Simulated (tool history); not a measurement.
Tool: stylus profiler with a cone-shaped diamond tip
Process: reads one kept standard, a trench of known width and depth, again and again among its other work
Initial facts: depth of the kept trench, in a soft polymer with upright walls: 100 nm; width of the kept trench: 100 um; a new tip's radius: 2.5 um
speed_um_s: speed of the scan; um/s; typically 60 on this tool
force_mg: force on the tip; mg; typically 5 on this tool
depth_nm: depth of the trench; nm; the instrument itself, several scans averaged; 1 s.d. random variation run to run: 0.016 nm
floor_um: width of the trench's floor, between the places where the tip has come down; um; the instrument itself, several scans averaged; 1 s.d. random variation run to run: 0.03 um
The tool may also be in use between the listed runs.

run      day  speed_um_s  force_mg  depth_nm  floor_um
  1        0          60         5    101.65     98.44
  2    3.496          60         5    101.68      98.4
  3    6.354          60         5    101.67      98.4
  4    9.038          33         5    101.66     98.48
  5   11.271          60         5    101.67     98.35
  6   15.392          60         5    101.69      98.4
  7   18.421          60      1.85    100.83     98.25
  8   20.983          60      1.85    100.85     98.26
  9   24.912          60      1.85    100.84     98.28
 10   29.983         109      1.85    100.84     97.96
 11   34.712          60         5    101.68      98.4
 12   37.654          60         5    101.66      98.4
 13   39.892          60         5    101.65     98.35
 14   43.292          60         5    101.66     98.43
 15    45.65          60         5    101.69     98.39
 16   49.592          60         5    101.66     98.39
 17   54.012          60         5    101.66     98.38
 18   56.875          60         5    101.68     98.48
 19   60.279          60         5    101.67     98.36
 20   64.275          60         5    101.66     98.36
 21   66.579          60     13.37    103.22     98.46
 22   71.183          25       4.4    101.56     98.55
 23   73.675          25       4.4    101.55      98.5
 24   76.633          25       4.4    101.54     98.57
 25   81.038          25       4.4    101.53      98.5
 26     85.3         146      9.22    102.52     98.24
 27   87.438         137      6.17    101.93     98.18
 28   91.271         137      6.17    101.92     98.22
 29   94.675         118      7.07     102.1     98.22
 30   99.438         118      7.07    102.09     98.26
 31  104.383         118      7.07    102.09      98.3
 32  108.817         190     13.93     103.3     98.19
 33  111.138          50         5    101.66     98.45
 34  114.996          91         5    101.67     98.26
 35  117.583          23      3.47    101.31     98.54
 36    119.9          87      1.68    100.79     98.12
 37  123.246          87      4.58    101.59     98.25
 38  127.942          35      3.93    101.41     98.45
 39  131.462          28      4.12    101.49     98.54
 40  135.533          28      4.12    101.49     98.52
 41  139.604          28      4.12    101.45     98.46

Not shown here: 2 entries made in the log between runs. Locate each between two listed runs and compare the hidden state at the listed run before it with the hidden state at the listed run after it:
Run 8 -> run 9: height scale calibrated on a step standard (day 24.912)
  height scale over the true one, %: -0.004 -> -0.001
Run 30 -> run 31: height scale calibrated on a step standard (day 102.671)
  height scale over the true one, %: -0.004 -> 0.001

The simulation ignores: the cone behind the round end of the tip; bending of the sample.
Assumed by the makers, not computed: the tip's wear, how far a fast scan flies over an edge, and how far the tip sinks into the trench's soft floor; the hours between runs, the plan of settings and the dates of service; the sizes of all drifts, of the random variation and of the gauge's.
